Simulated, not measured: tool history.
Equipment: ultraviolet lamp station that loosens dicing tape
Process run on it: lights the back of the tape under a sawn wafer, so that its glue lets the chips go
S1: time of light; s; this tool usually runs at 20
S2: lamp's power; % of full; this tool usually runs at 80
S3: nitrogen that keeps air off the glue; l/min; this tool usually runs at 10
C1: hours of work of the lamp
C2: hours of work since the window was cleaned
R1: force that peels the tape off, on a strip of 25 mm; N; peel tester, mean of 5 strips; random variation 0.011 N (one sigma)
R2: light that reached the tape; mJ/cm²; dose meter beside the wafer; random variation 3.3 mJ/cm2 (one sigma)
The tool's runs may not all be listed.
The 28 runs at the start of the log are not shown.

run     day  S1  S2  S3   C1   C2     R1    R2
 29  21.108  37  94   7  424  272  0.165  1158
 30  21.946  37  94   7  435  283  0.183  1151
 31  22.617  37  94   7  444  292  0.178  1165
 32  23.100  26  94  16  450  298  0.189   814
 33  23.925  26  94  16  460  309  0.167   810
 34  24.654  26  89   4  470  318  0.487   768
 35  25.358  20  75  17  479  327  0.379   498
 36  26.300  19  75  19  491  340  0.403   478
 37  27.125  19  64   8  502  350  0.902   404
     27.862  -- window cleaned of glue's vapour
 38  28.017  19  64  15  513    2  0.607   403
 39  28.762  26  64  15  523   12  0.327   562
 40  29.400  19  83   3  531   20  1.155   528
 41  29.896  14  83  10  537   26  0.863   381

Predict the results of run 42:
 42  30.354  17  91  10  543  32   ?   ?

R1: 0.492 N
R2: 510 mJ/cm²
Without the tool's hidden state the same run would have given R1 0.491 N, R2 511 mJ/cm².
